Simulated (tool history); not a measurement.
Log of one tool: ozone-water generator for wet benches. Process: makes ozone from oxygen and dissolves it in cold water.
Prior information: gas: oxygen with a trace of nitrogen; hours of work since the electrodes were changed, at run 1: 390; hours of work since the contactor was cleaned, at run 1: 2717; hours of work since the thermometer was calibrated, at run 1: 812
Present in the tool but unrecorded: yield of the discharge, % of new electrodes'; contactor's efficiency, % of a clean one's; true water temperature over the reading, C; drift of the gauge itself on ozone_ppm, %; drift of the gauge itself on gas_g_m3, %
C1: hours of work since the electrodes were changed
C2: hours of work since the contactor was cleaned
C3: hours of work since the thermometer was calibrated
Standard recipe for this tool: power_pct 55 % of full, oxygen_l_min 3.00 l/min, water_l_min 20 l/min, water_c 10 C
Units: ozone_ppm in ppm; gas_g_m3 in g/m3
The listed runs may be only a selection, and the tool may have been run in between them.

{"run": 1, "hour": 0.0, "power_pct": 55, "oxygen_l_min": 3.0, "water_l_min": 20, "water_c": 10, "C1": 390, "C2": 2717, "C3": 812, "ozone_ppm": 17.5, "gas_g_m3": 195.8}
{"run": 2, "hour": 31.9, "power_pct": 55, "oxygen_l_min": 1.56, "water_l_min": 20, "water_c": 10, "C1": 421, "C2": 2748, "C3": 842, "ozone_ppm": 13.6, "gas_g_m3": 254.6}
{"run": 3, "hour": 74.1, "power_pct": 55, "oxygen_l_min": 1.56, "water_l_min": 17, "water_c": 10, "C1": 462, "C2": 2788, "C3": 883, "ozone_ppm": 16.0, "gas_g_m3": 254.0}
{"run": 4, "hour": 116.8, "power_pct": 55, "oxygen_l_min": 3.0, "water_l_min": 20, "water_c": 6, "C1": 503, "C2": 2829, "C3": 924, "ozone_ppm": 18.0, "gas_g_m3": 193.3}
{"run": 5, "hour": 166.8, "power_pct": 55, "oxygen_l_min": 3.0, "water_l_min": 20, "water_c": 10, "C1": 551, "C2": 2877, "C3": 972, "ozone_ppm": 17.4, "gas_g_m3": 194.9}
{"run": 6, "hour": 212.7, "power_pct": 55, "oxygen_l_min": 3.0, "water_l_min": 20, "water_c": 10, "C1": 595, "C2": 2921, "C3": 1016, "ozone_ppm": 17.4, "gas_g_m3": 195.6}
{"run": 7, "hour": 252.1, "power_pct": 43, "oxygen_l_min": 3.0, "water_l_min": 20, "water_c": 10, "C1": 633, "C2": 2959, "C3": 1054, "ozone_ppm": 15.5, "gas_g_m3": 172.2}
{"run": 8, "hour": 287.8, "power_pct": 43, "oxygen_l_min": 3.0, "water_l_min": 20, "water_c": 10, "C1": 667, "C2": 2994, "C3": 1088, "ozone_ppm": 15.2, "gas_g_m3": 172.5}
{"run": 9, "hour": 324.6, "power_pct": 82, "oxygen_l_min": 3.0, "water_l_min": 20, "water_c": 10, "C1": 702, "C2": 3029, "C3": 1124, "ozone_ppm": 21.1, "gas_g_m3": 237.2}
{"run": 10, "hour": 371.6, "power_pct": 82, "oxygen_l_min": 3.0, "water_l_min": 20, "water_c": 10, "C1": 748, "C2": 3074, "C3": 1169, "ozone_ppm": 21.0, "gas_g_m3": 233.2}
{"run": 11, "hour": 404.7, "power_pct": 82, "oxygen_l_min": 3.0, "water_l_min": 20, "water_c": 10, "C1": 779, "C2": 3106, "C3": 1201, "ozone_ppm": 21.0, "gas_g_m3": 235.7}
{"run": 12, "hour": 428.3, "power_pct": 55, "oxygen_l_min": 3.0, "water_l_min": 20, "water_c": 10, "C1": 802, "C2": 3129, "C3": 1223, "ozone_ppm": 17.0, "gas_g_m3": 193.2}
{"run": 13, "hour": 474.7, "power_pct": 55, "oxygen_l_min": 3.0, "water_l_min": 20, "water_c": 10, "C1": 847, "C2": 3173, "C3": 1268, "ozone_ppm": 17.2, "gas_g_m3": 193.5}
{"run": 14, "hour": 511.8, "power_pct": 55, "oxygen_l_min": 3.0, "water_l_min": 20, "water_c": 10, "C1": 882, "C2": 3209, "C3": 1304, "ozone_ppm": 17.2, "gas_g_m3": 191.3}
{"run": 15, "hour": 567.8, "power_pct": 55, "oxygen_l_min": 3.0, "water_l_min": 20, "water_c": 10, "C1": 936, "C2": 3263, "C3": 1357, "ozone_ppm": 17.0, "gas_g_m3": 192.7}
{"run": 16, "hour": 617.4, "power_pct": 55, "oxygen_l_min": 3.0, "water_l_min": 20, "water_c": 10, "C1": 984, "C2": 3310, "C3": 1405, "ozone_ppm": 17.2, "gas_g_m3": 192.0}
{"run": 17, "hour": 659.1, "power_pct": 55, "oxygen_l_min": 3.0, "water_l_min": 20, "water_c": 10, "C1": 1024, "C2": 3350, "C3": 1445, "ozone_ppm": 16.7, "gas_g_m3": 193.5}
{"run": 18, "hour": 690.7, "power_pct": 59, "oxygen_l_min": 3.0, "water_l_min": 31, "water_c": 6, "C1": 1054, "C2": 3381, "C3": 1476, "ozone_ppm": 10.9, "gas_g_m3": 198.8}
{"run": 19, "hour": 716.6, "power_pct": 59, "oxygen_l_min": 1.78, "water_l_min": 31, "water_c": 16, "C1": 1079, "C2": 3406, "C3": 1500, "ozone_ppm": 8.4, "gas_g_m3": 246.2}
{"run": 20, "hour": 772.4, "power_pct": 59, "oxygen_l_min": 1.78, "water_l_min": 31, "water_c": 16, "C1": 1133, "C2": 3459, "C3": 1554, "ozone_ppm": 8.6, "gas_g_m3": 248.4}
{"run": 21, "hour": 797.1, "power_pct": 81, "oxygen_l_min": 3.0, "water_l_min": 13, "water_c": 6, "C1": 1156, "C2": 3483, "C3": 1578, "ozone_ppm": 31.5, "gas_g_m3": 233.3}
{"run": 22, "hour": 825.0, "power_pct": 42, "oxygen_l_min": 4.69, "water_l_min": 20, "water_c": 7, "C1": 1183, "C2": 3510, "C3": 1605, "ozone_ppm": 17.3, "gas_g_m3": 138.4}
{"run": 23, "hour": 849.3, "power_pct": 50, "oxygen_l_min": 2.97, "water_l_min": 21, "water_c": 17, "C1": 1207, "C2": 3533, "C3": 1628, "ozone_ppm": 14.3, "gas_g_m3": 182.6}
{"run": 24, "hour": 874.9, "power_pct": 50, "oxygen_l_min": 2.97, "water_l_min": 21, "water_c": 17, "C1": 1231, "C2": 3558, "C3": 1653, "ozone_ppm": 14.3, "gas_g_m3": 183.6}
{"run": 25, "hour": 911.1, "power_pct": 55, "oxygen_l_min": 3.0, "water_l_min": 21, "water_c": 6, "C1": 1266, "C2": 3593, "C3": 1687, "ozone_ppm": 16.6, "gas_g_m3": 191.9}
{"run": 26, "hour": 963.1, "power_pct": 78, "oxygen_l_min": 3.0, "water_l_min": 27, "water_c": 15, "C1": 1316, "C2": 3643, "C3": 1737, "ozone_ppm": 14.0, "gas_g_m3": 226.3}
{"run": 27, "hour": 992.7, "power_pct": 67, "oxygen_l_min": 3.0, "water_l_min": 15, "water_c": 10, "C1": 1344, "C2": 3671, "C3": 1766, "ozone_ppm": 24.4, "gas_g_m3": 208.8}
{"run": 28, "hour": 1030.6, "power_pct": 53, "oxygen_l_min": 1.71, "water_l_min": 15, "water_c": 5, "C1": 1381, "C2": 3708, "C3": 1802, "ozone_ppm": 18.8, "gas_g_m3": 236.0}
{"run": 29, "hour": 1061.9, "power_pct": 53, "oxygen_l_min": 1.71, "water_l_min": 15, "water_c": 5, "C1": 1411, "C2": 3738, "C3": 1832, "ozone_ppm": 18.6, "gas_g_m3": 234.8}
{"run": 30, "hour": 1107.7, "power_pct": 55, "oxygen_l_min": 3.33, "water_l_min": 14, "water_c": 10, "C1": 1455, "C2": 3782, "C3": 1876, "ozone_ppm": 24.0, "gas_g_m3": 181.8}
{"run": 31, "hour": 1151.3, "power_pct": 55, "oxygen_l_min": 2.64, "water_l_min": 27, "water_c": 10, "C1": 1497, "C2": 3823, "C3": 1918, "ozone_ppm": 11.7, "gas_g_m3": 200.9}
{"run": 32, "hour": 1178.2, "power_pct": 67, "oxygen_l_min": 2.64, "water_l_min": 27, "water_c": 15, "C1": 1523, "C2": 3849, "C3": 1944, "ozone_ppm": 12.4, "gas_g_m3": 219.8}

Each row is a separate what-if for the run after 32, all from the same tool condition, not one after another. Results?
{"run": "A", "hour": 1207.0, "power_pct": 46, "oxygen_l_min": 2.59, "water_l_min": 20, "water_c": 7, "C1": 1550, "C2": 3877, "C3": 1972, "ozone_ppm": "?", "gas_g_m3": "?"}
{"run": "B", "hour": 1207.0, "power_pct": 67, "oxygen_l_min": 2.64, "water_l_min": 19, "water_c": 15, "C1": 1550, "C2": 3877, "C3": 1972, "ozone_ppm": "?", "gas_g_m3": "?"}
{"run": "C", "hour": 1207.0, "power_pct": 45, "oxygen_l_min": 2.86, "water_l_min": 27, "water_c": 15, "C1": 1550, "C2": 3877, "C3": 1972, "ozone_ppm": "?", "gas_g_m3": "?"}

run=A ozone_ppm=15.1 gas_g_m3=185.2
run=B ozone_ppm=17.9 gas_g_m3=220.2
run=C ozone_ppm=10.6 gas_g_m3=175.7
Without the tool's unlogged condition, the same runs would have read:
run=A ozone_ppm=16.3 gas_g_m3=191.1
run=B ozone_ppm=19.3 gas_g_m3=228.8
run=C ozone_ppm=11.5 gas_g_m3=181.2
